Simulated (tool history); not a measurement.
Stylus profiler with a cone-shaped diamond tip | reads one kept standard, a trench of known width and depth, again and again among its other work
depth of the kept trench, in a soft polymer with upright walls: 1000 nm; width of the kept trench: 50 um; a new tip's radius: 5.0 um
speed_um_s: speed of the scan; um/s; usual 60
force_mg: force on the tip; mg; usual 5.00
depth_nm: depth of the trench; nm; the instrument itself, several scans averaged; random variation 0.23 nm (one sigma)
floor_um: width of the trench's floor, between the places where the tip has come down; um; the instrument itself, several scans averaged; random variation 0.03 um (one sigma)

{"run": 1, "hour": 0.0, "speed_um_s": 60, "force_mg": 5.0, "depth_nm": 1009.77, "floor_um": 43.71}
{"run": 2, "hour": 25.6, "speed_um_s": 60, "force_mg": 10.4, "depth_nm": 1015.79, "floor_um": 43.76}
{"run": 3, "hour": 52.8, "speed_um_s": 60, "force_mg": 1.95, "depth_nm": 1004.57, "floor_um": 43.65}
{"run": 4, "hour": 71.7, "speed_um_s": 60, "force_mg": 5.96, "depth_nm": 1011.12, "floor_um": 43.68}
{"run": 5, "hour": 86.9, "speed_um_s": 60, "force_mg": 9.64, "depth_nm": 1015.03, "floor_um": 43.67}
{"run": 6, "hour": 114.6, "speed_um_s": 60, "force_mg": 5.0, "depth_nm": 1009.32, "floor_um": 43.72}
{"run": 7, "hour": 126.7, "speed_um_s": 67, "force_mg": 5.0, "depth_nm": 1009.05, "floor_um": 43.58}
{"run": 8, "hour": 151.4, "speed_um_s": 67, "force_mg": 5.0, "depth_nm": 1009.58, "floor_um": 43.6}
{"run": 9, "hour": 163.2, "speed_um_s": 67, "force_mg": 5.0, "depth_nm": 1009.06, "floor_um": 43.65}
{"run": 10, "hour": 185.8, "speed_um_s": 67, "force_mg": 5.0, "depth_nm": 1009.39, "floor_um": 43.57}
{"run": 11, "hour": 201.2, "speed_um_s": 67, "force_mg": 5.0, "depth_nm": 1009.21, "floor_um": 43.6}
{"run": 12, "hour": 222.3, "speed_um_s": 67, "force_mg": 5.0, "depth_nm": 1008.97, "floor_um": 43.57}
{"run": 13, "hour": 237.3, "speed_um_s": 60, "force_mg": 12.65, "depth_nm": 1018.06, "floor_um": 43.63}
{"run": 14, "hour": 259.9, "speed_um_s": 60, "force_mg": 12.65, "depth_nm": 1018.18, "floor_um": 43.58}
{"run": 15, "hour": 275.8, "speed_um_s": 60, "force_mg": 12.65, "depth_nm": 1017.94, "floor_um": 43.6}
{"run": 16, "hour": 302.0, "speed_um_s": 61, "force_mg": 7.42, "depth_nm": 1012.29, "floor_um": 43.59}
{"run": 17, "hour": 328.6, "speed_um_s": 61, "force_mg": 7.42, "depth_nm": 1012.41, "floor_um": 43.53}

The next listed run, before its measurement:
{"run": 18, "hour": 346.5, "speed_um_s": 21, "force_mg": 3.52, "depth_nm": "?", "floor_um": "?"}

{"run 18": {"depth_nm": 1006.33, "floor_um": 43.55}}
Without the tool's hidden state the same run would have given depth_nm 1007.91 nm, floor_um 43.92 um.

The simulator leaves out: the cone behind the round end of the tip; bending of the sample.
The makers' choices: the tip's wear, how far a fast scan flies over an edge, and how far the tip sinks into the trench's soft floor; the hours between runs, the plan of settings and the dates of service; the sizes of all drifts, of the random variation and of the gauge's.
